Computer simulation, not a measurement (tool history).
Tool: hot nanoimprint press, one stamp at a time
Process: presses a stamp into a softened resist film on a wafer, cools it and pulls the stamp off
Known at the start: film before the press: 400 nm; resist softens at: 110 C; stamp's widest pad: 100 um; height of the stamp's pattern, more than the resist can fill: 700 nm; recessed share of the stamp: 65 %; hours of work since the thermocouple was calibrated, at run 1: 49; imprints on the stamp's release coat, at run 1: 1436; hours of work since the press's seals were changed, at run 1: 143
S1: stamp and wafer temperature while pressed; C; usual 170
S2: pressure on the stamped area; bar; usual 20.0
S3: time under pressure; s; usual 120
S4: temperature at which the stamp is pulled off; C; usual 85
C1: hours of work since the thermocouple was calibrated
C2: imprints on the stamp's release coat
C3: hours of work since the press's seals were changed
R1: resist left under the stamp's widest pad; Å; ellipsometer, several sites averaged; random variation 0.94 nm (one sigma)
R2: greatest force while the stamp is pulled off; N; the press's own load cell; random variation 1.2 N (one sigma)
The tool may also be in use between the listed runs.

run     day   S1    S2   S3  S4   C1    C2   C3    R1   R2
  1   0.000  170  20.0  120  85   49  1436  143  2227  171
  2   2.929  170  14.0  120  85   99  1598  193  2637  174
  3   6.212  170  14.0   87  85  155  1780  249  2871  176
  4   8.371  170  14.0   87  85  192  1899  286  2876  178
  5  10.100  170  14.0   87  85  221  1995  315  2881  180
     10.442  -- plate thermocouple calibrated
  6  11.783  170  20.0  155  85   23  2081  342  2155  182
     14.508  -- stamp cleaned and given a new release coat
  7  14.608  170  28.0  202  79   67     5  386  1669  185
  8  16.467  170  15.6   75  79   99   108  417  2910  186
  9  18.979  180  27.5  111  91  141   247  460  1408  141

Forecast run 10:
     19.892  -- plate thermocouple calibrated, once more
 10  21.604  176  13.3  120  85  29  385  503   ?   ?

{"run 10": {"R1": 2220, "R2": 160}}
Without the tool's hidden state the same run would have given R1 2190 Å, R2 156 N.
